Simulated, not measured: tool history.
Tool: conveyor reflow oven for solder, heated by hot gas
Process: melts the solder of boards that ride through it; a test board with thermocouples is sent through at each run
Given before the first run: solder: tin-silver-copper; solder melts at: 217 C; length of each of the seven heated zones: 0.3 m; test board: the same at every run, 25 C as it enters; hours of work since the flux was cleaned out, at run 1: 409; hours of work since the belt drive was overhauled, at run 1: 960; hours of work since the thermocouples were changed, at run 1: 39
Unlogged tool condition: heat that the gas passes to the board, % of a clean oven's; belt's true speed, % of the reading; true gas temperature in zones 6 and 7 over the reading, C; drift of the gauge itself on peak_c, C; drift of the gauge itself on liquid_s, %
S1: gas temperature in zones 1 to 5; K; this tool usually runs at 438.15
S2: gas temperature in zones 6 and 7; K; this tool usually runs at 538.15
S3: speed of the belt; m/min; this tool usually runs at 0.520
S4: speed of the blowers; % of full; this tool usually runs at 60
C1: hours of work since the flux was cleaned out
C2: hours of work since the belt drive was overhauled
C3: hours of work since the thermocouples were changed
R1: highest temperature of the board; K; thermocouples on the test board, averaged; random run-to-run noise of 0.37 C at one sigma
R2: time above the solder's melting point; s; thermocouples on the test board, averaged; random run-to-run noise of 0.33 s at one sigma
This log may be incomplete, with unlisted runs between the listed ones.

{"run": 1, "hour": 0.0, "S1": 438.15, "S2": 538.15, "S3": 0.52, "S4": 60, "C1": 409, "C2": 960, "C3": 39, "R1": 518.55, "R2": 42.8}
{"hour": 15.1, "done": "flux residue cleaned out of gas plates and filters"}
{"run": 2, "hour": 18.8, "S1": 435.15, "S2": 538.15, "S3": 0.52, "S4": 60, "C1": 3, "C2": 971, "C3": 50, "R1": 517.85, "R2": 42.0}
{"run": 3, "hour": 35.9, "S1": 438.15, "S2": 538.15, "S3": 0.52, "S4": 60, "C1": 16, "C2": 984, "C3": 63, "R1": 518.45, "R2": 43.2}
{"run": 4, "hour": 53.9, "S1": 438.15, "S2": 538.15, "S3": 0.52, "S4": 59, "C1": 31, "C2": 998, "C3": 78, "R1": 517.95, "R2": 42.3}
{"run": 5, "hour": 83.7, "S1": 438.15, "S2": 538.15, "S3": 0.52, "S4": 59, "C1": 54, "C2": 1022, "C3": 101, "R1": 518.25, "R2": 43.3}
{"run": 6, "hour": 115.3, "S1": 438.15, "S2": 538.15, "S3": 0.52, "S4": 87, "C1": 79, "C2": 1047, "C3": 126, "R1": 523.05, "R2": 47.7}
{"run": 7, "hour": 146.1, "S1": 438.15, "S2": 538.15, "S3": 0.52, "S4": 87, "C1": 104, "C2": 1071, "C3": 150, "R1": 522.75, "R2": 48.0}
{"run": 8, "hour": 160.0, "S1": 438.15, "S2": 530.15, "S3": 0.52, "S4": 87, "C1": 115, "C2": 1082, "C3": 161, "R1": 516.35, "R2": 43.1}
{"run": 9, "hour": 185.9, "S1": 438.15, "S2": 530.15, "S3": 0.52, "S4": 87, "C1": 135, "C2": 1103, "C3": 182, "R1": 516.35, "R2": 43.0}
{"run": 10, "hour": 214.8, "S1": 438.15, "S2": 532.15, "S3": 0.567, "S4": 64, "C1": 158, "C2": 1126, "C3": 205, "R1": 511.15, "R2": 33.0}
{"run": 11, "hour": 233.7, "S1": 438.15, "S2": 532.15, "S3": 0.567, "S4": 64, "C1": 173, "C2": 1140, "C3": 220, "R1": 510.85, "R2": 32.9}
{"run": 12, "hour": 246.7, "S1": 438.15, "S2": 551.15, "S3": 0.52, "S4": 54, "C1": 183, "C2": 1151, "C3": 230, "R1": 527.75, "R2": 49.1}
{"run": 13, "hour": 264.2, "S1": 439.15, "S2": 538.15, "S3": 0.496, "S4": 51, "C1": 197, "C2": 1165, "C3": 244, "R1": 517.65, "R2": 45.3}
{"run": 14, "hour": 285.3, "S1": 449.15, "S2": 538.15, "S3": 0.496, "S4": 51, "C1": 214, "C2": 1181, "C3": 261, "R1": 519.75, "R2": 49.8}
{"run": 15, "hour": 298.8, "S1": 439.15, "S2": 549.15, "S3": 0.512, "S4": 66, "C1": 224, "C2": 1192, "C3": 271, "R1": 530.25, "R2": 52.3}

Run 16 comes next. What will it give?
{"run": 16, "hour": 318.3, "S1": 443.15, "S2": 531.15, "S3": 0.534, "S4": 76, "C1": 240, "C2": 1207, "C3": 287, "R1": "?", "R2": "?"}

Run 16 yielded R1 515.65 K, R2 41.7 s.
With the hidden condition absent and the run-to-run variation left alone, this run would have shown R1 515.65 K, R2 41.7 s.
